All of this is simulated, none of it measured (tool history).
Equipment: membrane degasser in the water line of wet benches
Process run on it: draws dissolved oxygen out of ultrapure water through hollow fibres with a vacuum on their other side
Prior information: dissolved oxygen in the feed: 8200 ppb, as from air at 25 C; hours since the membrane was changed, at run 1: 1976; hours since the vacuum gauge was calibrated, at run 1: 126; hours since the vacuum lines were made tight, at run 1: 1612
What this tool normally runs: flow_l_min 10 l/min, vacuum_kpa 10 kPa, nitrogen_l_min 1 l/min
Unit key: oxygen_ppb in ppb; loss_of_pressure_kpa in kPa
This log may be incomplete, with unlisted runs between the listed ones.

run	hour	flow_l_min	vacuum_kpa	nitrogen_l_min	hours since the membrane was changed	hours since the vacuum gauge was calibrated	hours since the vacuum lines were made tight	oxygen_ppb	loss_of_pressure_kpa
1	0	10	10	1	1976	126	1612	198.5	47.92
2	50.3	10	10	1	2026	177	1663	196	47.73
3	91.9	10	10	1	2068	218	1704	196.3	47.92
4	138.3	10	10	1	2114	265	1751	200.9	47.88
5	171.5	10	10	1	2147	298	1784	197.6	47.81
6	224	10	10	1	2200	350	1836	198.5	47.77
7	258.3	10	21.2	0.47	2234	385	1871	816	47.81
8	336.7	10	21.2	0.47	2312	463	1949	828.5	48.4
9	392.2	12	7.3	0.47	2368	518	2004	274.2	57.45
10	441.1	12	18.4	0.66	2417	567	2053	643.3	57.29
11	493.2	10	18.1	2.41	2469	620	2106	192	47.64
12	543	9	10	1.26	2519	669	2155	149.4	42.96

4 ways to go on from here, each from the tool as it stands after run 12. What would each give?
A	584.1	9	10	1.04	2560	710	2196	?	?
B	584.1	11	19.8	2.02	2560	710	2196	?	?
C	584.1	10	8	0.58	2560	710	2196	?	?
D	584.1	13	24	1.26	2560	710	2196	?	?

run	oxygen_ppb	loss_of_pressure_kpa
A	169.6	43.09
B	264	53.14
C	225.4	47.91
D	539.3	62.16
What these runs would have given with no unlogged condition in the tool:
run	oxygen_ppb	loss_of_pressure_kpa
A	164.3	42.71
B	257.5	52.67
C	219	47.48
D	529.6	61.6

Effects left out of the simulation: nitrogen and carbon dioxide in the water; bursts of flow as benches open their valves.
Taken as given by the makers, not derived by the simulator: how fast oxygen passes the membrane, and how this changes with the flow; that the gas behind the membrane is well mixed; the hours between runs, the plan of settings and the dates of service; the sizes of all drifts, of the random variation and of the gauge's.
